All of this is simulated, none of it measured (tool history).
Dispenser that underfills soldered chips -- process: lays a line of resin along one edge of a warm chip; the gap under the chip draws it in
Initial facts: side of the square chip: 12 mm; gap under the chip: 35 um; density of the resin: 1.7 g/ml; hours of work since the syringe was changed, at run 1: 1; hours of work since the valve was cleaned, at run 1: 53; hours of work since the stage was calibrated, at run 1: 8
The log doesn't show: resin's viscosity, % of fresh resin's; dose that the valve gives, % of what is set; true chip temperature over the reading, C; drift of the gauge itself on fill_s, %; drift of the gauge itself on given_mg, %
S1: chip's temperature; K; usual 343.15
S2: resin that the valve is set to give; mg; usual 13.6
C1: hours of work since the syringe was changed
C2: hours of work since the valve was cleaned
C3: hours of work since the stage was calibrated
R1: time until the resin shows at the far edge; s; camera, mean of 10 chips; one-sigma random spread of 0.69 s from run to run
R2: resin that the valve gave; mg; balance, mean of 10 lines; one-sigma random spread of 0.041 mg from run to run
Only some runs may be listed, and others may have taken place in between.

run 1 hour=0.0 | S1=343.15 S2=13.6 | C1=1 C2=53 C3=8 | R1=65.6 R2=13.42
run 2 hour=4.0 | S1=343.15 S2=13.6 | C1=3 C2=56 C3=11 | R1=77.1 R2=13.45
-- hour=6.8 new syringe of resin
run 3 hour=7.1 | S1=343.15 S2=13.6 | C1=0 C2=58 C3=13 | R1=63.1 R2=13.38
run 4 hour=9.5 | S1=343.15 S2=13.6 | C1=2 C2=60 C3=15 | R1=68.0 R2=13.43
run 5 hour=12.2 | S1=343.15 S2=13.6 | C1=4 C2=62 C3=17 | R1=77.0 R2=13.38
-- hour=14.4 new syringe of resin
run 6 hour=16.7 | S1=343.15 S2=13.6 | C1=2 C2=65 C3=20 | R1=68.6 R2=13.30
run 7 hour=20.5 | S1=343.15 S2=13.6 | C1=4 C2=68 C3=22 | R1=79.2 R2=13.37
-- hour=22.2 new syringe of resin
run 8 hour=23.7 | S1=343.15 S2=13.6 | C1=1 C2=70 C3=25 | R1=67.1 R2=13.29
run 9 hour=28.3 | S1=343.15 S2=13.6 | C1=4 C2=73 C3=28 | R1=81.6 R2=13.30
-- hour=29.7 new syringe of resin
run 10 hour=32.8 | S1=343.15 S2=12.2 | C1=2 C2=76 C3=31 | R1=72.0 R2=11.95
run 11 hour=36.2 | S1=349.15 S2=13.6 | C1=5 C2=79 C3=33 | R1=60.9 R2=13.30
-- hour=37.4 new syringe of resin
run 12 hour=39.0 | S1=349.15 S2=14.4 | C1=1 C2=80 C3=35 | R1=50.6 R2=14.03
run 13 hour=42.6 | S1=347.15 S2=13.6 | C1=4 C2=83 C3=38 | R1=64.3 R2=13.26
-- hour=45.3 new syringe of resin
run 14 hour=45.7 | S1=347.15 S2=13.6 | C1=0 C2=85 C3=40 | R1=53.5 R2=13.30
run 15 hour=47.6 | S1=347.15 S2=13.6 | C1=2 C2=86 C3=41 | R1=57.6 R2=13.22
run 16 hour=51.3 | S1=343.15 S2=17.3 | C1=4 C2=89 C3=44 | R1=78.0 R2=16.90
-- hour=53.0 new syringe of resin
run 17 hour=56.4 | S1=343.15 S2=17.3 | C1=3 C2=93 C3=48 | R1=71.6 R2=16.86
run 18 hour=58.6 | S1=343.15 S2=17.3 | C1=4 C2=94 C3=49 | R1=75.7 R2=16.81
-- hour=60.8 new syringe of resin
run 19 hour=62.8 | S1=345.15 S2=16.7 | C1=1 C2=97 C3=52 | R1=59.2 R2=16.18
run 20 hour=66.6 | S1=345.15 S2=16.7 | C1=4 C2=100 C3=55 | R1=71.1 R2=16.23
-- hour=68.4 new syringe of resin
run 21 hour=69.3 | S1=345.15 S2=16.7 | C1=1 C2=102 C3=56 | R1=60.0 R2=16.11
run 22 hour=73.8 | S1=343.15 S2=11.9 | C1=4 C2=105 C3=60 | R1=81.0 R2=11.45
-- hour=75.9 new syringe of resin
run 23 hour=77.9 | S1=343.15 S2=11.9 | C1=2 C2=108 C3=63 | R1=72.4 R2=11.49
run 24 hour=81.0 | S1=336.15 S2=12.2 | C1=4 C2=110 C3=65 | R1=110.9 R2=11.81
-- hour=83.5 new syringe of resin
run 25 hour=85.2 | S1=335.15 S2=12.5 | C1=1 C2=113 C3=68 | R1=99.0 R2=12.02
run 26 hour=87.8 | S1=344.15 S2=14.7 | C1=3 C2=115 C3=70 | R1=70.5 R2=14.16
-- hour=91.1 new syringe of resin
run 27 hour=91.1 | S1=344.15 S2=14.7 | C1=0 C2=117 C3=72 | R1=59.7 R2=14.16
run 28 hour=94.8 | S1=344.15 S2=14.7 | C1=3 C2=120 C3=74 | R1=69.7 R2=14.12
-- hour=98.8 new syringe of resin
run 29 hour=99.8 | S1=344.15 S2=14.7 | C1=1 C2=123 C3=78 | R1=62.5 R2=14.10
run 30 hour=104.4 | S1=345.15 S2=15.6 | C1=4 C2=126 C3=81 | R1=69.0 R2=15.03
-- hour=106.4 new syringe of resin
run 31 hour=106.6 | S1=353.15 S2=11.8 | C1=0 C2=128 C3=83 | R1=42.5 R2=11.33
run 32 hour=111.2 | S1=353.15 S2=11.8 | C1=3 C2=131 C3=86 | R1=49.2 R2=11.37
-- hour=113.9 dispensing valve cleaned and set on the balance
-- hour=115.0 new syringe of resin
run 33 hour=116.4 | S1=336.15 S2=13.7 | C1=1 C2=2 C3=89 | R1=93.7 R2=13.75
run 34 hour=118.4 | S1=340.15 S2=12.3 | C1=3 C2=3 C3=90 | R1=84.9 R2=12.28
-- hour=122.6 new syringe of resin
run 35 hour=123.1 | S1=340.15 S2=12.3 | C1=0 C2=6 C3=93 | R1=76.4 R2=12.33

3 ways to go on from here, each from the tool as it stands after run 35. What would each give?
run A hour=126.7 | S1=333.15 S2=13.9 | C1=3 C2=9 C3=96 | R1=? R2=?
run B hour=126.7 | S1=344.15 S2=11.9 | C1=3 C2=9 C3=96 | R1=? R2=?
run C hour=126.7 | S1=328.15 S2=13.1 | C1=3 C2=9 C3=96 | R1=? R2=?

run=A R1=122.0 R2=13.92
run=B R1=73.4 R2=11.93
run=C R1=159.2 R2=13.03
Without the tool's unlogged condition, the same runs would have read:
run=A R1=101.2 R2=13.92
run=B R1=60.9 R2=11.94
run=C R1=131.9 R2=13.04
